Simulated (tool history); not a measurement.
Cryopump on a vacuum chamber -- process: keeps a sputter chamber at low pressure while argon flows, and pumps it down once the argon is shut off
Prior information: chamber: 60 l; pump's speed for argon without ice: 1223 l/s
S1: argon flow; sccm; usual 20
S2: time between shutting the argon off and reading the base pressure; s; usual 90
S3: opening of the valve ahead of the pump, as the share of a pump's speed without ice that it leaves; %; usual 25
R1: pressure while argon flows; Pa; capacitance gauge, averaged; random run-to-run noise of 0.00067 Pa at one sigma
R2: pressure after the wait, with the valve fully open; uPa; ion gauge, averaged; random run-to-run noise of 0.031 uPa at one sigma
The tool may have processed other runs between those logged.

{"run": 1, "hour": 0.0, "S1": 20, "S2": 90, "S3": 25, "R1": 0.1167, "R2": 1.87}
{"run": 2, "hour": 21.8, "S1": 18, "S2": 90, "S3": 25, "R1": 0.1071, "R2": 1.88}
{"run": 3, "hour": 46.4, "S1": 18, "S2": 72, "S3": 25, "R1": 0.1056, "R2": 2.15}
{"run": 4, "hour": 70.6, "S1": 18, "S2": 72, "S3": 25, "R1": 0.1063, "R2": 2.26}
{"run": 5, "hour": 89.1, "S1": 18, "S2": 72, "S3": 25, "R1": 0.1069, "R2": 2.28}
{"run": 6, "hour": 118.1, "S1": 18, "S2": 72, "S3": 25, "R1": 0.108, "R2": 2.32}
{"run": 7, "hour": 136.8, "S1": 18, "S2": 72, "S3": 25, "R1": 0.1076, "R2": 2.3}
{"run": 8, "hour": 150.2, "S1": 20, "S2": 90, "S3": 17, "R1": 0.1711, "R2": 1.95}
{"run": 9, "hour": 165.0, "S1": 20, "S2": 90, "S3": 17, "R1": 0.1707, "R2": 1.99}
{"run": 10, "hour": 191.3, "S1": 20, "S2": 90, "S3": 17, "R1": 0.1713, "R2": 2.01}
{"run": 11, "hour": 207.3, "S1": 20, "S2": 90, "S3": 25, "R1": 0.1189, "R2": 2.05}
{"run": 12, "hour": 228.7, "S1": 20, "S2": 28, "S3": 18, "R1": 0.1624, "R2": 4.86}
{"run": 13, "hour": 241.2, "S1": 27, "S2": 64, "S3": 24, "R1": 0.1683, "R2": 2.59}
{"run": 14, "hour": 267.3, "S1": 27, "S2": 64, "S3": 24, "R1": 0.1668, "R2": 2.7}
{"run": 15, "hour": 279.2, "S1": 14, "S2": 86, "S3": 25, "R1": 0.0828, "R2": 2.19}
{"run": 16, "hour": 298.5, "S1": 14, "S2": 86, "S3": 25, "R1": 0.0779, "R2": 1.96}
{"run": 17, "hour": 311.1, "S1": 20, "S2": 90, "S3": 23, "R1": 0.1218, "R2": 1.95}
{"run": 18, "hour": 331.9, "S1": 20, "S2": 90, "S3": 23, "R1": 0.1204, "R2": 1.95}
{"run": 19, "hour": 344.8, "S1": 20, "S2": 90, "S3": 36, "R1": 0.0766, "R2": 1.97}
{"run": 20, "hour": 359.5, "S1": 20, "S2": 21, "S3": 25, "R1": 0.1107, "R2": 6.22}
{"run": 21, "hour": 374.3, "S1": 20, "S2": 21, "S3": 25, "R1": 0.1121, "R2": 6.37}
{"run": 22, "hour": 388.9, "S1": 13, "S2": 24, "S3": 25, "R1": 0.0726, "R2": 5.51}

Between the runs listed above, the log contained 1 entry, not reproduced here. Where in the sequence does each belong, and how does what the log doesn't record of the tool's condition differ from the listed run before to the listed run after?
Runs 15 to 16: pump warmed up, emptied and cooled again (hour 290.1)
  pump's speed, % of a pump's without ice: 75.1 -> 99.8; cold plate's temperature, K: 12.52 -> 12.53; leak into the chamber, uPa l/s: 730 -> 741
  measured less the result without the state, R1: +0.0067 -> +0.0003 Pa; R2: +0.57 -> +0.36 uPa
